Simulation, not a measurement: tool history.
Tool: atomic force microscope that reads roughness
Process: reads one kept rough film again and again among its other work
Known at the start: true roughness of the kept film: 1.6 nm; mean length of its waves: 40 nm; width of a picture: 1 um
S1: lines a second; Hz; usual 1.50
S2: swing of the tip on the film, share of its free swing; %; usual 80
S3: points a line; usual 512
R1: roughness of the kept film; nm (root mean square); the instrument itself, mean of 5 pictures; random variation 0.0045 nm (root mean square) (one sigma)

Run 1, day 0.000: usual settings. Result: R1 1.383 nm (root mean square).
Run 2, day 0.500: usual settings. Result: R1 1.380 nm (root mean square).
At day 0.908: new tip fitted.
Run 3, day 1.062: usual settings. Result: R1 1.433 nm (root mean square).
Run 4, day 1.554: usual settings. Result: R1 1.417 nm (root mean square).
Run 5, day 2.092: usual settings. Result: R1 1.406 nm (root mean square).
Run 6, day 2.662: usual settings. Result: R1 1.410 nm (root mean square).
Run 7, day 3.175: usual settings but S3 310. Result: R1 1.397 nm (root mean square).
Run 8, day 3.450: usual settings but S3 310. Result: R1 1.390 nm (root mean square).
Run 9, day 3.800: usual settings but S2 66 %. Result: R1 1.447 nm (root mean square).
At day 3.867: height scale calibrated on a step standard.
Run 10, day 4.162: usual settings but S2 66 %. Result: R1 1.444 nm (root mean square).
Run 11, day 4.488: usual settings but S2 66 %. Result: R1 1.453 nm (root mean square).
Run 12, day 4.821: usual settings but S2 74 %. Result: R1 1.409 nm (root mean square).
Run 13, day 5.133: usual settings but S2 74 %. Result: R1 1.404 nm (root mean square).
Run 14, day 5.496: usual settings but S3 327. Result: R1 1.371 nm (root mean square).
Run 15, day 5.792: usual settings but S1 3.50 Hz. Result: R1 1.239 nm (root mean square).
At day 6.075: new tip fitted.
Run 16, day 6.112: usual settings but S1 3.50 Hz. Result: R1 1.298 nm (root mean square).
Run 17, day 6.458: usual settings but S1 0.87 Hz, S2 75 %, S3 778. Result: R1 1.496 nm (root mean square).
At day 6.762: height scale calibrated on a step standard, once more.
Run 18, day 6.971: usual settings but S2 79 %, S3 851. Result: R1 1.433 nm (root mean square).
Run 19, day 7.550: usual settings but S1 0.52 Hz, S2 75 %, S3 851. Result: R1 1.499 nm (root mean square).
Run 20, day 8.033: usual settings but S1 0.52 Hz, S2 75 %, S3 851. Result: R1 1.495 nm (root mean square).
Run 21, day 8.408: usual settings but S1 0.52 Hz, S2 75 %, S3 851. Result: R1 1.485 nm (root mean square).
Run 22, day 8.738: usual settings but S1 3.37 Hz, S3 289. Result: R1 1.271 nm (root mean square).
Run 23, day 9.225: usual settings but S1 3.37 Hz, S3 289. Result: R1 1.257 nm (root mean square).
Run 24, day 9.558: usual settings but S1 3.37 Hz, S3 550. Result: R1 1.277 nm (root mean square).
Run 25, day 9.950: usual settings but S1 3.37 Hz, S3 550. Result: R1 1.270 nm (root mean square).
Run 26, day 10.196: usual settings but S1 1.71 Hz, S2 77 %, S3 346. Result: R1 1.380 nm (root mean square).
Run 27, day 10.696: usual settings but S1 1.17 Hz, S2 55 %, S3 909. Result: R1 1.482 nm (root mean square).

Forecast each of these 4 alternatives for the next run:
Run A, day 11.104: usual settings but S1 1.17 Hz, S2 58 %, S3 302. Result: R1 ?.
Run B, day 11.104: usual settings but S1 0.54 Hz, S2 82 %. Result: R1 ?.
Run C, day 11.104: usual settings but S1 1.17 Hz, S2 55 %, S3 508. Result: R1 ?.
Run D, day 11.104: usual settings but S1 1.38 Hz, S2 57 %, S3 627. Result: R1 ?.

run     R1
  A  1.461
  B  1.444
  C  1.474
  D  1.460
Without the tool's hidden state the same runs would have given:
run     R1
  A  1.527
  B  1.508
  C  1.540
  D  1.525
